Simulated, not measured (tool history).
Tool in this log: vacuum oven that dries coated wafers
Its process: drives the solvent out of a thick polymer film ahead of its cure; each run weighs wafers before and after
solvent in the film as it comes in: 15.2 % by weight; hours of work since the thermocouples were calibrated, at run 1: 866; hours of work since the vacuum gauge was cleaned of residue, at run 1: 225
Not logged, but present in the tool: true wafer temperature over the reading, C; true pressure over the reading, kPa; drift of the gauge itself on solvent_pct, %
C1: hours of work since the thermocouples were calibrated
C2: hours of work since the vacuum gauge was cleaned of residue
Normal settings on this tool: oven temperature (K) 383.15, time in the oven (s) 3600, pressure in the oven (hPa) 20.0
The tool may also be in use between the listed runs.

Run 1, hour 0.0: usual settings; C1 866; C2 225. Result: solvent left in the film (%) 3.29.
Run 2, hour 28.8: usual settings; C1 889; C2 248. Result: solvent left in the film (%) 3.29.
Run 3, hour 60.5: usual settings; C1 913; C2 273. Result: solvent left in the film (%) 3.28.
Run 4, hour 82.6: usual settings; C1 931; C2 290. Result: solvent left in the film (%) 3.28.
Run 5, hour 100.6: usual settings but time in the oven (s) 1980; C1 945; C2 304. Result: solvent left in the film (%) 5.78.
Run 6, hour 123.6: usual settings but time in the oven (s) 1980; C1 963; C2 322. Result: solvent left in the film (%) 5.66.
Run 7, hour 154.1: usual settings but time in the oven (s) 1980, pressure in the oven (hPa) 23.6; C1 987; C2 346. Result: solvent left in the film (%) 5.93.
Run 8, hour 176.0: usual settings but time in the oven (s) 1980, pressure in the oven (hPa) 23.6; C1 1004; C2 363. Result: solvent left in the film (%) 5.94.
Run 9, hour 201.9: usual settings but time in the oven (s) 1980, pressure in the oven (hPa) 23.6; C1 1024; C2 383. Result: solvent left in the film (%) 6.06.
Run 10, hour 224.0: usual settings; C1 1041; C2 401. Result: solvent left in the film (%) 3.36.
Run 11, hour 257.9: usual settings; C1 1068; C2 427. Result: solvent left in the film (%) 3.42.
Run 12, hour 288.6: usual settings; C1 1092; C2 451. Result: solvent left in the film (%) 3.47.
Run 13, hour 324.3: usual settings; C1 1120; C2 479. Result: solvent left in the film (%) 3.42.
Run 14, hour 358.2: usual settings; C1 1146; C2 506. Result: solvent left in the film (%) 3.36.
Run 15, hour 385.4: usual settings but oven temperature (K) 375.15; C1 1168; C2 527. Result: solvent left in the film (%) 6.00.
Run 16, hour 412.7: usual settings but oven temperature (K) 375.15; C1 1189; C2 548. Result: solvent left in the film (%) 5.88.
Run 17, hour 443.9: usual settings; C1 1214; C2 573. Result: solvent left in the film (%) 3.46.
Run 18, hour 475.9: usual settings; C1 1239; C2 598. Result: solvent left in the film (%) 3.49.
Run 19, hour 497.0: usual settings; C1 1255; C2 614. Result: solvent left in the film (%) 3.49.
Run 20, hour 521.8: usual settings; C1 1275; C2 634. Result: solvent left in the film (%) 3.53.
Run 21, hour 554.9: usual settings but oven temperature (K) 385.15, time in the oven (s) 5640; C1 1300; C2 660. Result: solvent left in the film (%) 1.75.
Run 22, hour 578.0: usual settings but oven temperature (K) 385.15, time in the oven (s) 5640; C1 1318; C2 678. Result: solvent left in the film (%) 1.62.
Run 23, hour 602.3: usual settings but oven temperature (K) 389.15, time in the oven (s) 3000, pressure in the oven (hPa) 59.7; C1 1338; C2 697. Result: solvent left in the film (%) 3.71.
Run 24, hour 626.7: usual settings but oven temperature (K) 387.15, time in the oven (s) 2760, pressure in the oven (hPa) 59.7; C1 1357; C2 716. Result: solvent left in the film (%) 4.60.
Run 25, hour 651.2: usual settings but time in the oven (s) 3900; C1 1376; C2 735. Result: solvent left in the film (%) 3.26.
Run 26, hour 675.4: usual settings but oven temperature (K) 392.15, pressure in the oven (hPa) 33.5; C1 1395; C2 754. Result: solvent left in the film (%) 1.91.
Run 27, hour 708.0: usual settings but oven temperature (K) 394.15, time in the oven (s) 3540, pressure in the oven (hPa) 33.5; C1 1420; C2 779. Result: solvent left in the film (%) 1.64.
Run 28, hour 734.2: usual settings but oven temperature (K) 393.15, time in the oven (s) 5160, pressure in the oven (hPa) 36.7; C1 1441; C2 800. Result: solvent left in the film (%) 1.32.
Run 29, hour 748.6: usual settings but oven temperature (K) 388.15, time in the oven (s) 2400, pressure in the oven (hPa) 16.7; C1 1452; C2 811. Result: solvent left in the film (%) 3.81.
Run 30, hour 769.0: usual settings but oven temperature (K) 379.15, time in the oven (s) 3780, pressure in the oven (hPa) 77.3; C1 1468; C2 827. Result: solvent left in the film (%) 6.57.
Run 31, hour 802.3: usual settings but oven temperature (K) 387.15, time in the oven (s) 3240, pressure in the oven (hPa) 15.7; C1 1494; C2 853. Result: solvent left in the film (%) 2.90.
Run 32, hour 835.8: usual settings but oven temperature (K) 382.15, pressure in the oven (hPa) 33.6; C1 1520; C2 880. Result: solvent left in the film (%) 4.42.
Run 33, hour 862.7: usual settings but pressure in the oven (hPa) 61.9; C1 1541; C2 901. Result: solvent left in the film (%) 4.95.
Run 34, hour 898.2: usual settings but oven temperature (K) 374.15, pressure in the oven (hPa) 19.2; C1 1569; C2 928. Result: solvent left in the film (%) 6.55.
Run 35, hour 924.8: usual settings but time in the oven (s) 4260, pressure in the oven (hPa) 21.9; C1 1590; C2 949. Result: solvent left in the film (%) 3.17.
Run 36, hour 944.3: usual settings but oven temperature (K) 389.15, time in the oven (s) 3240, pressure in the oven (hPa) 27.0; C1 1605; C2 964. Result: solvent left in the film (%) 2.78.
Run 37, hour 976.2: usual settings but oven temperature (K) 389.15, time in the oven (s) 3240, pressure in the oven (hPa) 27.0; C1 1630; C2 989. Result: solvent left in the film (%) 2.65.
Run 38, hour 996.2: usual settings but oven temperature (K) 373.15, time in the oven (s) 1800, pressure in the oven (hPa) 62.9; C1 1646; C2 1005. Result: solvent left in the film (%) 10.20.
Run 39, hour 1022.3: usual settings but pressure in the oven (hPa) 12.7; C1 1666; C2 1025. Result: solvent left in the film (%) 3.53.

Hidden state or all else? Some run-to-run changes of solvent left in the film (%), split into what the settings, what came in and random variation would give without the hidden state, and what is left for the hidden state (with any gauge scatter that isn't in both results):
Run 20 -> 21: oven temperature (K) 383.15 -> 385.15, time in the oven (s) 3600 -> 5640. solvent left in the film (%) -1.78: hidden state -0.25, all else -1.53.
Run 25 -> 26: oven temperature (K) 383.15 -> 392.15, time in the oven (s) 3900 -> 3600, pressure in the oven (hPa) 20.0 -> 33.5. solvent left in the film (%) -1.35: hidden state -0.28, all else -1.07.
Run 28 -> 29: oven temperature (K) 393.15 -> 388.15, time in the oven (s) 5160 -> 2400, pressure in the oven (hPa) 36.7 -> 16.7. solvent left in the film (%) +2.49: hidden state +0.51, all else +1.98.
Run 30 -> 31: oven temperature (K) 379.15 -> 387.15, time in the oven (s) 3780 -> 3240, pressure in the oven (hPa) 77.3 -> 15.7. solvent left in the film (%) -3.67: hidden state -0.21, all else -3.46.
Run 37 -> 38: oven temperature (K) 389.15 -> 373.15, time in the oven (s) 3240 -> 1800, pressure in the oven (hPa) 27.0 -> 62.9. solvent left in the film (%) +7.55: hidden state +0.06, all else +7.49.
Run 38 -> 39: oven temperature (K) 373.15 -> 383.15, time in the oven (s) 1800 -> 3600, pressure in the oven (hPa) 62.9 -> 12.7. solvent left in the film (%) -6.67: hidden state +0.15, all else -6.82.
